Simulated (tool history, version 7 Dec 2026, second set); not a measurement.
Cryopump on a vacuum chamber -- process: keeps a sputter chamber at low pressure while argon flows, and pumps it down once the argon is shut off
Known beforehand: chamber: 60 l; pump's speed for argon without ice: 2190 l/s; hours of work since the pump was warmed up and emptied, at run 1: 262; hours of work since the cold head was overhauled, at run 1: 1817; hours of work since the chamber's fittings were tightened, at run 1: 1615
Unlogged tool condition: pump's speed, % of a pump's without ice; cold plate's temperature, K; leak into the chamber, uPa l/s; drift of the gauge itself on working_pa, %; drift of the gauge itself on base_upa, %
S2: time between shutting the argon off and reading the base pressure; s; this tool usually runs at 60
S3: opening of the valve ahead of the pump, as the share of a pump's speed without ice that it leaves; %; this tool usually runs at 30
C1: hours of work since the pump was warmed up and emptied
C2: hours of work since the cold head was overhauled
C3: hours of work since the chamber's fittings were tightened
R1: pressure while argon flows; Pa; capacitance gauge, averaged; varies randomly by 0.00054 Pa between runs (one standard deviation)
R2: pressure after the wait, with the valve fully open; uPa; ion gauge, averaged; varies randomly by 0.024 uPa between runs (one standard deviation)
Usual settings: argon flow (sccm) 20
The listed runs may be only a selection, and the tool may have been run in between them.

Run 1, day 0: usual settings; C1 262; C2 1817; C3 1615. Result: R1 0.0536 Pa, R2 1.41 uPa.
At day 2.346: pump warmed up, emptied and cooled again.
Run 2, day 3.462: usual settings; C1 22; C2 1880; C3 1678. Result: R1 0.0511 Pa, R2 1.32 uPa.
Run 3, day 8.292: usual settings; C1 115; C2 1973; C3 1771. Result: R1 0.0535 Pa, R2 1.31 uPa.
Run 4, day 12.621: usual settings; C1 198; C2 2057; C3 1855. Result: R1 0.0538 Pa, R2 1.44 uPa.
Run 5, day 16.2: usual settings; C1 267; C2 2126; C3 1924. Result: R1 0.0546 Pa, R2 1.38 uPa.
At day 18.338: pump warmed up, emptied and cooled again.
Run 6, day 19.508: usual settings but S2 41 s; C1 23; C2 2185; C3 1984. Result: R1 0.0527 Pa, R2 1.73 uPa.
Run 7, day 22.112: usual settings but S2 41 s; C1 73; C2 2236; C3 2034. Result: R1 0.0524 Pa, R2 1.69 uPa.
Run 8, day 24.788: usual settings but S2 41 s; C1 124; C2 2287; C3 2086. Result: R1 0.0529 Pa, R2 1.74 uPa.
Run 9, day 29.296: usual settings but S2 250 s; C1 211; C2 2374; C3 2173. Result: R1 0.0548 Pa, R2 0.9 uPa.
Run 10, day 31.346: usual settings; C1 251; C2 2414; C3 2212. Result: R1 0.0532 Pa, R2 1.52 uPa.
At day 34.254: pump warmed up, emptied and cooled again.
Run 11, day 35.483: usual settings but S2 48 s; C1 24; C2 2490; C3 2288. Result: R1 0.0512 Pa, R2 1.59 uPa.
Run 12, day 38.592: usual settings but S2 48 s; C1 84; C2 2550; C3 2348. Result: R1 0.0525 Pa, R2 1.61 uPa.
Run 13, day 42.608: usual settings but S2 48 s; C1 161; C2 2627; C3 2426. Result: R1 0.0538 Pa, R2 1.72 uPa.
Run 14, day 47.317: usual settings; C1 252; C2 2718; C3 2516. Result: R1 0.0552 Pa, R2 1.56 uPa.
At day 50.067: pump warmed up, emptied and cooled again.
Run 15, day 51.338: usual settings; C1 24; C2 2792; C3 2590. Result: R1 0.0524 Pa, R2 1.54 uPa.
Run 16, day 53.483: usual settings but S3 32 %; C1 66; C2 2833; C3 2631. Result: R1 0.0497 Pa, R2 1.53 uPa.
Run 17, day 55.55: usual settings but S3 32 %; C1 106; C2 2873; C3 2671. Result: R1 0.0506 Pa, R2 1.58 uPa.
Run 18, day 59.233: usual settings but S2 155 s, S3 54 %; C1 177; C2 2944; C3 2742. Result: R1 0.0311 Pa, R2 1.12 uPa.
Run 19, day 62.212: usual settings but S2 155 s, S3 54 %; C1 234; C2 3001; C3 2800. Result: R1 0.0325 Pa, R2 1.13 uPa.
Run 20, day 64.946: usual settings but argon flow (sccm) 9, S2 149 s, S3 54 %; C1 287; C2 3054; C3 2853. Result: R1 0.0148 Pa, R2 1.19 uPa.
At day 65.867: pump warmed up, emptied and cooled again.
Run 21, day 70.046: usual settings but argon flow (sccm) 8, S2 134 s, S3 53 %; C1 81; C2 3149; C3 2947. Result: R1 0.012 Pa, R2 1.16 uPa.
Run 22, day 74.946: usual settings but argon flow (sccm) 8, S2 134 s, S3 53 %; C1 175; C2 3243; C3 3042. Result: R1 0.013 Pa, R2 1.25 uPa.

The next listed run, before its measurement:
Run 23, day 78.6: usual settings but argon flow (sccm) 8, S2 134 s, S3 53 %; C1 246; C2 3314; C3 3112. Result: R1 ?, R2 ?.

{"run 23": {"R1": 0.012, "R2": 1.33}}
The same run, on a tool lacking any hidden state, would have yielded R1 0.0106 Pa, R2 0.5 uPa.
